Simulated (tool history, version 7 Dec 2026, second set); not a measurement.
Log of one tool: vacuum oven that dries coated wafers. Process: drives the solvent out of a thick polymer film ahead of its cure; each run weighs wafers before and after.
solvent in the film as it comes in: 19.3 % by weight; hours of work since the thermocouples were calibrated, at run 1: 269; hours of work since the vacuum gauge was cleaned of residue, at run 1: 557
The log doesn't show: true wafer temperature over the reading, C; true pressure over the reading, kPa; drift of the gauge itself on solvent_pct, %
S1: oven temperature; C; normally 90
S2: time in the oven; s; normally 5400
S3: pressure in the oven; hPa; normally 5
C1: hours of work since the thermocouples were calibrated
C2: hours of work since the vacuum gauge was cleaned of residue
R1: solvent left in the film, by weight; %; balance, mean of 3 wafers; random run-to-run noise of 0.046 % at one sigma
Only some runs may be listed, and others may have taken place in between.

run    hour   S1    S2     S3   C1    C2    R1
  1       0   90  5400      5  269   557   2.5
  2    38.2   90  6420      5  298   586   1.8
  3    94.5   90  6420      5  340   628  1.83
  4   135.5   90  6420      5  371   659  1.83
  5   173.6   90  6420      5  400   688  1.88
  6   205.9   90  6420      5  424   712  1.81
  7   272.3   90  5400      5  474   762  2.51
  8   337.5   90  5400   3.48  523   811  2.54
  9   372.5   90  5400   6.84  549   837  2.62
 10   430.4   90  5400   6.84  593   881  2.64
 11   494.7   90  5400   6.84  641   929   2.6
 12   557.5   90  5400   6.84  689   977  2.54
 13   600.7   90  5400      5  721  1009   2.5
      663.6  -- oven's thermocouples calibrated
 14   663.6   90  5400      5    0  1055  2.54
 15   729.5   77  5400      5   50  1104  5.31
 16   793.4   90  5400  15.32   98  1153  3.04
 17   841.1   90  5400      5  134  1188  2.58
 18   882.5   90  5400      5  165  1220   2.5
 19   916.3   90  5400      5  190  1245  2.56
 20   967.5   90  5400      5  229  1284  2.56
      973.9  -- vacuum gauge cleaned of residue and calibrated
 21  1001.8   90  5400      5  253    21  2.44
 22  1040.4   90  5400      5  282    50  2.47
 23  1103.6   93  5400      5  330    98  1.98
 24    1147   93  5400      5  363   130  2.07
 25  1196.9  105  9240      5  400   168  0.23
 26  1228.8   75  2820      5  424   192  9.23
 27    1261   90  3060   3.14  448   216  5.33
 28  1313.3   90  5400   3.14  488   255  2.42
 29  1343.5   90  9060   7.53  510   278  1.08
 30  1398.9   90  9060   7.53  552   320  1.06
 31  1456.5   90  9060   7.53  595   363  1.06
 32  1487.2   83  8100  13.19  618   386   2.7
 33  1540.4   78  7080   3.05  658   426  3.56
 34  1603.1   78  7080   3.05  706   473  3.47
 35    1652   90  5400   9.17  742   510   2.7
     1685.6  -- oven's thermocouples calibrated
 36  1707.9   82  5400   9.17   17   551  4.37
 37  1752.1   90  4800   5.92   50   584  3.12
 38  1816.6   90  5520  17.35   99   632  3.14

The next listed run, before its measurement:
 39  1865.5  90  8460  4.27  135  669   ?

{"run 39": {"R1": 1.09}}
On a tool with no hidden condition, and with the same random variation, this run would have come out at R1 1.08 %.
